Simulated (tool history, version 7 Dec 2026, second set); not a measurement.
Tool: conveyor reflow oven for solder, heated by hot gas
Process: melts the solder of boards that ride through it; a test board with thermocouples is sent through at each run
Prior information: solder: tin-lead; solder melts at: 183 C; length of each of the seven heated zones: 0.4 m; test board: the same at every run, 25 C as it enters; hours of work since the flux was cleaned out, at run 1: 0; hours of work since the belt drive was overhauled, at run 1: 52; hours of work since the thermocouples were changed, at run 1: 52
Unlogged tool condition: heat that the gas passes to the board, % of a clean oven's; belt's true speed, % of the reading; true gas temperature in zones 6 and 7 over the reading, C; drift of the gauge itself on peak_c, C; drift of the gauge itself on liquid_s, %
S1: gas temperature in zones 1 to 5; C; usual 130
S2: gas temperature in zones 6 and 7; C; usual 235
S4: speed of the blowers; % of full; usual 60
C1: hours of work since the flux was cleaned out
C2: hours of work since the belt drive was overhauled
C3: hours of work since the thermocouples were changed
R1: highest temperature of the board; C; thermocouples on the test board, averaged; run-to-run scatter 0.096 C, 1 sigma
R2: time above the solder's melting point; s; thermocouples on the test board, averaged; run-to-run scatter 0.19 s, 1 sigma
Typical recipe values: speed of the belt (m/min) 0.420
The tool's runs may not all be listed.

run 1 day=0.000 | S1=130 S2=235 speed_of_the_belt_(m/min)=0.420 S4=60 | C1=0 C2=52 C3=52 | R1=217.23 R2=81.4
run 2 day=1.717 | S1=130 S2=235 speed_of_the_belt_(m/min)=0.420 S4=60 | C1=19 C2=71 C3=71 | R1=217.13 R2=81.4
run 3 day=3.400 | S1=131 S2=235 speed_of_the_belt_(m/min)=0.420 S4=60 | C1=39 C2=90 C3=90 | R1=217.16 R2=82.1
run 4 day=4.117 | S1=131 S2=235 speed_of_the_belt_(m/min)=0.420 S4=60 | C1=47 C2=98 C3=98 | R1=217.30 R2=81.9
run 5 day=5.554 | S1=131 S2=235 speed_of_the_belt_(m/min)=0.420 S4=60 | C1=63 C2=115 C3=115 | R1=217.28 R2=82.0
run 6 day=6.483 | S1=131 S2=235 speed_of_the_belt_(m/min)=0.420 S4=60 | C1=74 C2=125 C3=125 | R1=217.18 R2=82.0
run 7 day=7.888 | S1=130 S2=235 speed_of_the_belt_(m/min)=0.420 S4=60 | C1=90 C2=141 C3=141 | R1=217.22 R2=81.5
run 8 day=8.733 | S1=130 S2=235 speed_of_the_belt_(m/min)=0.420 S4=60 | C1=99 C2=151 C3=151 | R1=217.00 R2=81.1
run 9 day=9.858 | S1=130 S2=235 speed_of_the_belt_(m/min)=0.420 S4=60 | C1=112 C2=163 C3=163 | R1=217.00 R2=81.3
run 10 day=10.575 | S1=130 S2=235 speed_of_the_belt_(m/min)=0.420 S4=60 | C1=120 C2=172 C3=172 | R1=217.06 R2=81.2
run 11 day=11.946 | S1=130 S2=235 speed_of_the_belt_(m/min)=0.420 S4=60 | C1=136 C2=187 C3=187 | R1=217.22 R2=81.5
run 12 day=13.121 | S1=130 S2=235 speed_of_the_belt_(m/min)=0.420 S4=60 | C1=149 C2=200 C3=200 | R1=216.97 R2=81.4
run 13 day=13.908 | S1=130 S2=235 speed_of_the_belt_(m/min)=0.420 S4=60 | C1=158 C2=209 C3=209 | R1=216.95 R2=81.5
run 14 day=14.646 | S1=130 S2=235 speed_of_the_belt_(m/min)=0.420 S4=60 | C1=166 C2=218 C3=218 | R1=217.17 R2=81.6
run 15 day=15.425 | S1=130 S2=235 speed_of_the_belt_(m/min)=0.420 S4=60 | C1=175 C2=227 C3=227 | R1=217.02 R2=81.4
run 16 day=16.912 | S1=130 S2=235 speed_of_the_belt_(m/min)=0.420 S4=60 | C1=192 C2=243 C3=243 | R1=216.86 R2=81.2
run 17 day=18.529 | S1=143 S2=235 speed_of_the_belt_(m/min)=0.420 S4=60 | C1=210 C2=262 C3=262 | R1=219.42 R2=91.3
run 18 day=19.892 | S1=143 S2=235 speed_of_the_belt_(m/min)=0.420 S4=60 | C1=226 C2=277 C3=277 | R1=219.36 R2=91.0
-- day=20.371 flux residue cleaned out of gas plates and filters
run 19 day=20.800 | S1=143 S2=235 speed_of_the_belt_(m/min)=0.420 S4=60 | C1=5 C2=285 C3=285 | R1=220.30 R2=91.8
run 20 day=22.529 | S1=120 S2=235 speed_of_the_belt_(m/min)=0.402 S4=72 | C1=24 C2=305 C3=305 | R1=221.43 R2=87.7
run 21 day=23.442 | S1=130 S2=235 speed_of_the_belt_(m/min)=0.493 S4=60 | C1=35 C2=315 C3=315 | R1=211.78 R2=62.3
run 22 day=24.667 | S1=135 S2=239 speed_of_the_belt_(m/min)=0.468 S4=68 | C1=49 C2=329 C3=329 | R1=220.97 R2=79.6
run 23 day=25.629 | S1=135 S2=239 speed_of_the_belt_(m/min)=0.468 S4=68 | C1=60 C2=340 C3=340 | R1=221.21 R2=79.8
run 24 day=26.542 | S1=135 S2=239 speed_of_the_belt_(m/min)=0.468 S4=68 | C1=70 C2=350 C3=350 | R1=221.05 R2=79.3
run 25 day=27.421 | S1=133 S2=248 speed_of_the_belt_(m/min)=0.406 S4=72 | C1=80 C2=360 C3=360 | R1=234.76 R2=104.0
run 26 day=28.933 | S1=138 S2=248 speed_of_the_belt_(m/min)=0.406 S4=72 | C1=97 C2=378 C3=378 | R1=235.45 R2=106.8
run 27 day=29.983 | S1=138 S2=248 speed_of_the_belt_(m/min)=0.406 S4=72 | C1=109 C2=389 C3=389 | R1=235.24 R2=107.2
run 28 day=30.696 | S1=136 S2=237 speed_of_the_belt_(m/min)=0.420 S4=61 | C1=117 C2=398 C3=398 | R1=220.94 R2=89.4
run 29 day=31.683 | S1=136 S2=247 speed_of_the_belt_(m/min)=0.495 S4=61 | C1=128 C2=409 C3=409 | R1=223.30 R2=76.9
run 30 day=33.129 | S1=116 S2=231 speed_of_the_belt_(m/min)=0.420 S4=87 | C1=145 C2=425 C3=425 | R1=219.68 R2=81.7
run 31 day=34.496 | S1=116 S2=231 speed_of_the_belt_(m/min)=0.420 S4=87 | C1=160 C2=441 C3=441 | R1=219.57 R2=81.6
run 32 day=35.254 | S1=116 S2=231 speed_of_the_belt_(m/min)=0.420 S4=87 | C1=169 C2=449 C3=449 | R1=219.58 R2=81.5

Forecast each of these 3 alternatives for the next run:
run A day=36.650 | S1=138 S2=231 speed_of_the_belt_(m/min)=0.452 S4=58 | C1=185 C2=465 C3=465 | R1=? R2=?
run B day=36.650 | S1=116 S2=231 speed_of_the_belt_(m/min)=0.467 S4=87 | C1=185 C2=465 C3=465 | R1=? R2=?
run C day=36.650 | S1=116 S2=231 speed_of_the_belt_(m/min)=0.364 S4=68 | C1=185 C2=465 C3=465 | R1=? R2=?

run=A R1=212.65 R2=73.6
run=B R1=216.14 R2=68.8
run=C R1=219.33 R2=93.1
With the hidden condition removed and each run's random variation left untouched, the same runs would have given:
run=A R1=211.45 R2=71.3
run=B R1=215.11 R2=67.2
run=C R1=218.04 R2=90.7
